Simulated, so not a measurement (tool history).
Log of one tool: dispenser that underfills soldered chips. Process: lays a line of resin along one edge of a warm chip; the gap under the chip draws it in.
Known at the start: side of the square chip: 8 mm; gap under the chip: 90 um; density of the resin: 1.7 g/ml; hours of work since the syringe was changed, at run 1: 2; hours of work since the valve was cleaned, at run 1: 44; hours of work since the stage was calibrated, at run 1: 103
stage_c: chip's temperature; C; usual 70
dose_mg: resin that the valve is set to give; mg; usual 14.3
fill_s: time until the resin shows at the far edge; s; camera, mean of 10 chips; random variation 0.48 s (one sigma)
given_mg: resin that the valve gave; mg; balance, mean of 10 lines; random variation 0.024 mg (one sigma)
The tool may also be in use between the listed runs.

| run | hour | stage_c | dose_mg | hours of work since the syringe was changed | hours of work since the valve was cleaned | hours of work since the stage was calibrated | fill_s | given_mg |
|---|---|---|---|---|---|---|---|---|
| 1 | 0.0 | 70 | 14.3 | 2 | 44 | 103 | 44.8 | 14.16 |
|  | 4.4 | new syringe of resin |
| 2 | 5.9 | 70 | 15.9 | 1 | 48 | 107 | 39.4 | 15.66 |
|  | 10.8 | dispensing valve cleaned and set on the balance |
| 3 | 11.9 | 70 | 12.8 | 5 | 1 | 111 | 53.4 | 12.79 |
|  | 13.4 | new syringe of resin |
| 4 | 20.0 | 71 | 12.8 | 5 | 7 | 117 | 52.8 | 12.76 |
|  | 21.9 | new syringe of resin |
| 5 | 26.9 | 71 | 12.8 | 4 | 12 | 122 | 48.9 | 12.72 |
|  | 30.0 | new syringe of resin |
| 6 | 32.6 | 70 | 13.2 | 2 | 16 | 126 | 44.8 | 13.16 |
|  | 37.8 | new syringe of resin |
| 7 | 38.9 | 70 | 13.2 | 1 | 20 | 130 | 40.7 | 13.06 |
|  | 46.1 | new syringe of resin |
| 8 | 48.3 | 70 | 13.2 | 2 | 27 | 137 | 42.6 | 13.02 |
|  | 54.1 | new syringe of resin |
| 9 | 56.2 | 71 | 13.2 | 2 | 33 | 143 | 40.5 | 13.02 |
| 10 | 60.8 | 71 | 13.2 | 5 | 36 | 146 | 51.6 | 13.03 |
|  | 61.9 | new syringe of resin |
| 11 | 69.2 | 70 | 14.3 | 6 | 43 | 152 | 54.8 | 14.10 |
|  | 69.9 | new syringe of resin |
|  | 77.8 | new syringe of resin |
| 12 | 78.2 | 70 | 14.3 | 0 | 49 | 159 | 38.0 | 14.04 |
|  | 82.0 | dispensing valve cleaned and set on the balance |
| 13 | 83.2 | 84 | 14.3 | 3 | 1 | 162 | 31.2 | 14.33 |
|  | 86.6 | new syringe of resin |
| 14 | 89.1 | 69 | 14.3 | 2 | 5 | 166 | 43.8 | 14.32 |
| 15 | 93.9 | 81 | 14.3 | 6 | 9 | 170 | 38.7 | 14.28 |
|  | 94.8 | new syringe of resin |
|  | 102.5 | new syringe of resin |
| 16 | 104.1 | 81 | 14.3 | 1 | 16 | 177 | 28.7 | 14.32 |
|  | 110.7 | new syringe of resin |
| 17 | 111.0 | 70 | 12.3 | 0 | 21 | 182 | 39.1 | 12.22 |
|  | 118.7 | new syringe of resin |
| 18 | 120.8 | 70 | 14.3 | 2 | 28 | 189 | 40.2 | 14.21 |
|  | 126.5 | new syringe of resin |
| 19 | 126.9 | 71 | 17.0 | 0 | 33 | 194 | 36.3 | 16.88 |
|  | 134.4 | new syringe of resin |
| 20 | 135.1 | 63 | 17.0 | 1 | 39 | 200 | 46.8 | 16.81 |
|  | 142.1 | new syringe of resin |
| 21 | 142.1 | 73 | 15.9 | 0 | 44 | 205 | 32.7 | 15.71 |
| 22 | 147.1 | 73 | 15.9 | 4 | 48 | 208 | 43.2 | 15.68 |
|  | 149.9 | new syringe of resin |
|  | 153.2 | dispensing valve cleaned and set on the balance |
| 23 | 154.1 | 68 | 15.1 | 2 | 1 | 213 | 45.6 | 15.07 |
|  | 159.1 | new syringe of resin |
| 24 | 161.8 | 85 | 15.6 | 2 | 6 | 218 | 27.1 | 15.59 |
| 25 | 166.1 | 65 | 15.3 | 5 | 10 | 222 | 60.7 | 15.24 |
|  | 167.2 | new syringe of resin |
| 26 | 173.3 | 84 | 17.6 | 5 | 15 | 227 | 32.6 | 17.50 |
|  | 174.9 | new syringe of resin |
| 27 | 177.7 | 67 | 14.1 | 2 | 18 | 230 | 46.5 | 14.00 |
|  | 182.6 | new syringe of resin |
| 28 | 184.5 | 67 | 14.1 | 1 | 23 | 235 | 44.0 | 13.98 |
|  | 190.4 | new syringe of resin |
| 29 | 192.5 | 74 | 16.5 | 2 | 29 | 241 | 35.3 | 16.35 |
|  | 198.4 | new syringe of resin |
| 30 | 198.9 | 58 | 14.3 | 0 | 33 | 245 | 55.1 | 14.14 |
| 31 | 203.0 | 61 | 18.4 | 3 | 36 | 248 | 60.3 | 18.21 |
|  | 206.3 | new syringe of resin |
| 32 | 208.6 | 68 | 14.7 | 2 | 40 | 252 | 43.0 | 14.52 |
|  | 214.6 | new syringe of resin |
| 33 | 217.5 | 63 | 12.9 | 2 | 47 | 259 | 53.9 | 12.73 |
|  | 222.5 | new syringe of resin |
| 34 | 222.9 | 63 | 12.9 | 0 | 51 | 263 | 48.1 | 12.73 |
|  | 224.5 | dispensing valve cleaned and set on the balance |
| 35 | 230.4 | 72 | 14.8 | 5 | 4 | 268 | 49.4 | 14.77 |

3 ways to go on from here, each from the tool as it stands after run 35. What would each give?
|  | 231.5 | new syringe of resin |
| A | 234.7 | 70 | 17.1 | 2 | 8 | 271 | ? | ? |
|  | 231.5 | new syringe of resin |
| B | 234.7 | 66 | 14.2 | 2 | 8 | 271 | ? | ? |
|  | 231.5 | new syringe of resin |
| C | 234.7 | 60 | 12.9 | 2 | 8 | 271 | ? | ? |

| run | fill_s | given_mg |
|---|---|---|
| A | 43.1 | 17.04 |
| B | 50.2 | 14.15 |
| C | 59.9 | 12.87 |
Without the tool's hidden state the same runs would have given:
| run | fill_s | given_mg |
|---|---|---|
| A | 37.3 | 17.09 |
| B | 43.5 | 14.19 |
| C | 51.8 | 12.91 |

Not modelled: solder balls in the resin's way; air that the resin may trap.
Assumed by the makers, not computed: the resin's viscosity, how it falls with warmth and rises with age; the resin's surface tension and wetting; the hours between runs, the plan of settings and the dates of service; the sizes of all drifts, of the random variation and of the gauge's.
